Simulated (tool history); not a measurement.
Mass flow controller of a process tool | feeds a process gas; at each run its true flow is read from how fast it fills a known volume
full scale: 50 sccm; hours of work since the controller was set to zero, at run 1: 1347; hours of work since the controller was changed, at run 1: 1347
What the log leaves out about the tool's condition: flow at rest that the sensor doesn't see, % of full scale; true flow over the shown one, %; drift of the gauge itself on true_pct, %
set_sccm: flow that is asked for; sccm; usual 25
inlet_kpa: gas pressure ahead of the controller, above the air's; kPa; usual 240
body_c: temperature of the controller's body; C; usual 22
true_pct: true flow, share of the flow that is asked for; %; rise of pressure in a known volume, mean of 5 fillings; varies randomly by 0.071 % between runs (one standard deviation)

| run | hour | set_sccm | inlet_kpa | body_c | hours of work since the controller was set to zero | hours of work since the controller was changed | true_pct |
|---|---|---|---|---|---|---|---|
| 1 | 0.0 | 25 | 240 | 22 | 1347 | 1347 | 99.63 |
| 2 | 114.1 | 25 | 240 | 22 | 1396 | 1396 | 99.79 |
| 3 | 173.9 | 25 | 240 | 22 | 1421 | 1421 | 99.89 |
| 4 | 263.8 | 25 | 240 | 22 | 1460 | 1460 | 99.60 |
| 5 | 374.0 | 25 | 240 | 22 | 1507 | 1507 | 99.72 |
| 6 | 435.9 | 25 | 240 | 22 | 1534 | 1534 | 99.75 |
| 7 | 534.5 | 25 | 240 | 22 | 1576 | 1576 | 99.89 |
| 8 | 624.5 | 25 | 240 | 22 | 1614 | 1614 | 99.65 |
| 9 | 695.5 | 31 | 240 | 22 | 1645 | 1645 | 99.56 |
| 10 | 808.3 | 31 | 240 | 22 | 1693 | 1693 | 99.69 |
| 11 | 872.3 | 31 | 240 | 36 | 1721 | 1721 | 98.71 |
| 12 | 973.1 | 31 | 240 | 36 | 1764 | 1764 | 98.82 |
| 13 | 1047.5 | 31 | 240 | 36 | 1796 | 1796 | 98.71 |
| 14 | 1141.3 | 21 | 176 | 22 | 1836 | 1836 | 99.59 |
| 15 | 1240.7 | 10 | 269 | 32 | 1878 | 1878 | 99.80 |
|  | 1247.4 | controller's zero set anew |
| 16 | 1329.0 | 10 | 269 | 32 | 35 | 1916 | 100.06 |
| 17 | 1395.7 | 31 | 269 | 33 | 64 | 1945 | 99.08 |
| 18 | 1480.6 | 31 | 269 | 33 | 100 | 1981 | 99.14 |
| 19 | 1582.5 | 13 | 240 | 35 | 144 | 2025 | 99.56 |
|  | 1600.4 | controller's zero set anew, once more |
| 20 | 1652.7 | 13 | 240 | 35 | 22 | 2054 | 97.81 |
| 21 | 1717.8 | 45 | 191 | 39 | 50 | 2082 | 98.21 |
| 22 | 1774.2 | 45 | 191 | 39 | 74 | 2106 | 98.09 |
| 23 | 1846.4 | 43 | 262 | 27 | 105 | 2137 | 99.13 |
| 24 | 1941.9 | 11 | 262 | 34 | 146 | 2178 | 98.00 |
| 25 | 2031.1 | 25 | 159 | 33 | 185 | 2216 | 98.04 |
| 26 | 2134.8 | 25 | 159 | 33 | 229 | 2261 | 98.09 |

Forecast each of these 5 alternatives for the next run:
| A | 2238.6 | 29 | 162 | 33 | 273 | 2305 | ? |
| B | 2238.6 | 20 | 159 | 33 | 273 | 2305 | ? |
| C | 2238.6 | 32 | 240 | 28 | 273 | 2305 | ? |
| D | 2238.6 | 25 | 233 | 33 | 273 | 2305 | ? |
| E | 2238.6 | 25 | 159 | 31 | 273 | 2305 | ? |

| run | true_pct |
|---|---|
| A | 98.20 |
| B | 97.91 |
| C | 98.64 |
| D | 98.14 |
| E | 98.25 |
Take away the tool's hidden state, keep each run's random variation, and the runs would have read:
| run | true_pct |
|---|---|
| A | 98.98 |
| B | 98.63 |
| C | 99.43 |
| D | 98.90 |
| E | 99.01 |

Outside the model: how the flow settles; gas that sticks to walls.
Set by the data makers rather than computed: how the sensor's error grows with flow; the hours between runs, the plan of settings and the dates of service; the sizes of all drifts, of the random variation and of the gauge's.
